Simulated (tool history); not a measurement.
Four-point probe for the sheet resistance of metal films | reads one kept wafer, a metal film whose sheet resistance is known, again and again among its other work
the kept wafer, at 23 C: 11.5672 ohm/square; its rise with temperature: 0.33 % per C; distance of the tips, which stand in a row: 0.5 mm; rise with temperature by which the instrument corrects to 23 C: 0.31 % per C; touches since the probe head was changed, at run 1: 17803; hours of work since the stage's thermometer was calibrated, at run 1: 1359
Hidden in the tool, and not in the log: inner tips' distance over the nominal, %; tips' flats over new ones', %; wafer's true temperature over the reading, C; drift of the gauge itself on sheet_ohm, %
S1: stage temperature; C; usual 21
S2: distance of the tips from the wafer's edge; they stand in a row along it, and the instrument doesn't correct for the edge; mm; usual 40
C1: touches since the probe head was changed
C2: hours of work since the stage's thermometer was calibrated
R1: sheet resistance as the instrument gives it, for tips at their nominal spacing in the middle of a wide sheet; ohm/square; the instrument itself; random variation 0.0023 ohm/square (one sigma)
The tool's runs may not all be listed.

run    hour  S1  S2     C1    C2         R1
  1       0  21  40  17803  1359  11.600424
  2    82.6  21  17  19567  1392  11.607157
  3     157  20  17  21154  1423  11.603286
  4   205.1  20  17  22182  1442  11.602502
  5   275.4  21  40  23683  1471  11.607546
  6   346.9  21  40  25209  1500  11.606894
  7   403.4  21  40  26415  1523  11.607925
  8   458.9  21  40  27601  1546  11.604742
        468  -- stage's thermometer calibrated
  9     534  21  40  29194    27   11.59869
 10   618.2  21  40  30992    61  11.603016
 11   680.2  21  40  32315    87   11.60553
 12     744  21  29  33678   113  11.606232
 13   787.9  21  29  34614   131   11.61005
 14   840.7  19  10  35742   152  11.616996
 15   886.2  19  68  36714   171   11.60356
      901.7  -- stage's thermometer calibrated, once more
 16   973.1  25   5  38558    29   11.70027
 17  1062.6  21  43  40469    66  11.627481
 18  1131.1  21  43  41931    94  11.627767
 19  1183.8  21  43  43057   115  11.631492
 20  1222.7  21  43  43888   131  11.629239
 21  1314.3  21  22  45843   169  11.637444
 22  1384.2  21  22  47335   197  11.635804
 23  1431.6  26  40  48347   216  11.649298
 24    1519  26  40  50213   252  11.649765

Forecast each of these 3 alternatives for the next run:
  A  1563.8  33  44  51171  270   ?
  B  1563.8  22  40  51171  270   ?
  C  1563.8  21   9  51171  270   ?

run         R1
  A  11.672219
  B  11.641099
  C  11.653621
Without the tool's hidden state the same runs would have given:
run         R1
  A   11.59822
  B  11.567322
  C  11.579776
